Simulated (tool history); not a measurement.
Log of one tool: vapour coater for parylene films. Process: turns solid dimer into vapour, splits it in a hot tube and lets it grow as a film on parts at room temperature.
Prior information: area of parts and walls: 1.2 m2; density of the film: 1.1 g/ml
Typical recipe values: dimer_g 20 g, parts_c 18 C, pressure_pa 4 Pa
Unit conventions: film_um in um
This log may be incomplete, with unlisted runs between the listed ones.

run 1 hour=0 | dimer_g=20 parts_c=18 pressure_pa=4 | film_um=7.52
run 2 hour=13.8 | dimer_g=20 parts_c=18 pressure_pa=4 | film_um=7.46
-- hour=34.5 trap's valve overhauled
run 3 hour=40.8 | dimer_g=20 parts_c=18 pressure_pa=4 | film_um=7.45
run 4 hour=69.3 | dimer_g=20 parts_c=18 pressure_pa=4 | film_um=7.45
run 5 hour=82.1 | dimer_g=20 parts_c=18 pressure_pa=4 | film_um=7.46
run 6 hour=108.9 | dimer_g=9 parts_c=17 pressure_pa=7.29 | film_um=2.99
run 7 hour=126.7 | dimer_g=9 parts_c=17 pressure_pa=7.29 | film_um=3
run 8 hour=155.6 | dimer_g=8 parts_c=18 pressure_pa=3.67 | film_um=3
run 9 hour=168.2 | dimer_g=13 parts_c=21 pressure_pa=2.5 | film_um=4.94
run 10 hour=192.2 | dimer_g=20 parts_c=25 pressure_pa=4 | film_um=6.06

How would selected steps in film_um from run to run divide? Give the signed amount a tool lacking its hidden state would still show from settings, what came in and random variation, and the signed amount left for the hidden state, including any gauge scatter that is not in both of the compared results.
The hidden state here: vapour lost through the trap's worn valve, %; true temperature of the parts over the reading, C; drift of the gauge itself on film_um, %.
Run 5 -> 6: dimer_g 20 -> 9, parts_c 18 -> 17, pressure_pa 4 -> 7.29. film_um -4.47 um: hidden state +0.03, all else -4.5.
